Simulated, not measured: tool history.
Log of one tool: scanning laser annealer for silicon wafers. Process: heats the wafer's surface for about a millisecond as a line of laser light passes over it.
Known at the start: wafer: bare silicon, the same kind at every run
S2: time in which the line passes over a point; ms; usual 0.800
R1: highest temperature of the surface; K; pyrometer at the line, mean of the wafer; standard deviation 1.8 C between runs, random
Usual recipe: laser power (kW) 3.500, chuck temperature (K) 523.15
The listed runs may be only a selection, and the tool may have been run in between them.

{"run": 1, "hour": 0.0, "laser power (kW)": 3.5, "S2": 0.8, "chuck temperature (K)": 523.15, "R1": 1313.15}
{"run": 2, "hour": 81.7, "laser power (kW)": 3.5, "S2": 0.8, "chuck temperature (K)": 523.15, "R1": 1306.15}
{"run": 3, "hour": 133.8, "laser power (kW)": 3.5, "S2": 0.8, "chuck temperature (K)": 523.15, "R1": 1303.15}
{"run": 4, "hour": 235.7, "laser power (kW)": 3.5, "S2": 0.746, "chuck temperature (K)": 523.15, "R1": 1271.15}
{"run": 5, "hour": 335.2, "laser power (kW)": 3.5, "S2": 0.986, "chuck temperature (K)": 523.15, "R1": 1388.15}
{"run": 6, "hour": 421.2, "laser power (kW)": 3.5, "S2": 0.986, "chuck temperature (K)": 523.15, "R1": 1381.15}
{"run": 7, "hour": 467.8, "laser power (kW)": 3.317, "S2": 0.8, "chuck temperature (K)": 523.15, "R1": 1241.15}
{"run": 8, "hour": 535.8, "laser power (kW)": 3.317, "S2": 0.8, "chuck temperature (K)": 523.15, "R1": 1240.15}
{"hour": 601.1, "done": "optics aligned, line set to its width"}
{"run": 9, "hour": 601.7, "laser power (kW)": 3.317, "S2": 0.8, "chuck temperature (K)": 523.15, "R1": 1258.15}
{"run": 10, "hour": 667.6, "laser power (kW)": 3.317, "S2": 0.8, "chuck temperature (K)": 523.15, "R1": 1251.15}
{"hour": 675.6, "done": "window over the wafer cleaned"}
{"run": 11, "hour": 734.8, "laser power (kW)": 3.317, "S2": 0.8, "chuck temperature (K)": 523.15, "R1": 1292.15}
{"run": 12, "hour": 800.8, "laser power (kW)": 3.317, "S2": 0.8, "chuck temperature (K)": 523.15, "R1": 1284.15}
{"run": 13, "hour": 880.9, "laser power (kW)": 3.5, "S2": 0.8, "chuck temperature (K)": 523.15, "R1": 1330.15}
{"run": 14, "hour": 923.5, "laser power (kW)": 3.5, "S2": 0.8, "chuck temperature (K)": 523.15, "R1": 1330.15}
{"hour": 990.3, "done": "laser's power meter calibrated"}
{"run": 15, "hour": 990.3, "laser power (kW)": 3.103, "S2": 0.867, "chuck temperature (K)": 508.15, "R1": 1244.15}
{"run": 16, "hour": 1039.5, "laser power (kW)": 2.976, "S2": 0.8, "chuck temperature (K)": 563.15, "R1": 1231.15}
{"run": 17, "hour": 1092.8, "laser power (kW)": 2.976, "S2": 0.8, "chuck temperature (K)": 563.15, "R1": 1236.15}
{"run": 18, "hour": 1159.5, "laser power (kW)": 3.5, "S2": 0.685, "chuck temperature (K)": 555.15, "R1": 1295.15}
{"run": 19, "hour": 1235.5, "laser power (kW)": 3.5, "S2": 0.685, "chuck temperature (K)": 555.15, "R1": 1292.15}
{"run": 20, "hour": 1299.2, "laser power (kW)": 3.5, "S2": 0.839, "chuck temperature (K)": 524.15, "R1": 1344.15}
{"run": 21, "hour": 1396.6, "laser power (kW)": 3.5, "S2": 0.839, "chuck temperature (K)": 524.15, "R1": 1340.15}
{"run": 22, "hour": 1454.3, "laser power (kW)": 3.268, "S2": 0.695, "chuck temperature (K)": 488.15, "R1": 1168.15}
{"run": 23, "hour": 1555.9, "laser power (kW)": 3.268, "S2": 0.695, "chuck temperature (K)": 558.15, "R1": 1232.15}
{"run": 24, "hour": 1608.0, "laser power (kW)": 3.268, "S2": 0.695, "chuck temperature (K)": 558.15, "R1": 1228.15}
{"run": 25, "hour": 1692.7, "laser power (kW)": 3.178, "S2": 0.8, "chuck temperature (K)": 536.15, "R1": 1231.15}
{"run": 26, "hour": 1759.6, "laser power (kW)": 3.178, "S2": 0.8, "chuck temperature (K)": 520.15, "R1": 1216.15}
{"run": 27, "hour": 1820.0, "laser power (kW)": 3.031, "S2": 0.675, "chuck temperature (K)": 496.15, "R1": 1093.15}

A few steps of R1 between consecutive runs. Split each: what settings, incoming material and random variation would produce without the hidden state, and what is left over for the hidden state, along with gauge scatter present in only one of the two compared results (measured, and without hidden state):
What the log doesn't record here: light that passes the window, % of a clean one's; laser's true power over the reading, %; width of the line over the set one, %; drift of the gauge itself on peak_c, C.
Run 6 -> 7: laser power (kW) 3.500 -> 3.317, S2 0.986 -> 0.800. R1 -140.00 K: hidden state +11.00, all else -151.00.
Run 8 -> 9: optics aligned, line set to its width. R1 +18.00 K: hidden state +15.00, all else +3.00.
Run 10 -> 11: window over the wafer cleaned. R1 +41.00 K: hidden state +36.00, all else +5.00.
Run 21 -> 22: laser power (kW) 3.500 -> 3.268, S2 0.839 -> 0.695, chuck temperature (K) 524.15 -> 488.15. R1 -172.00 K: hidden state +4.00, all else -176.00.

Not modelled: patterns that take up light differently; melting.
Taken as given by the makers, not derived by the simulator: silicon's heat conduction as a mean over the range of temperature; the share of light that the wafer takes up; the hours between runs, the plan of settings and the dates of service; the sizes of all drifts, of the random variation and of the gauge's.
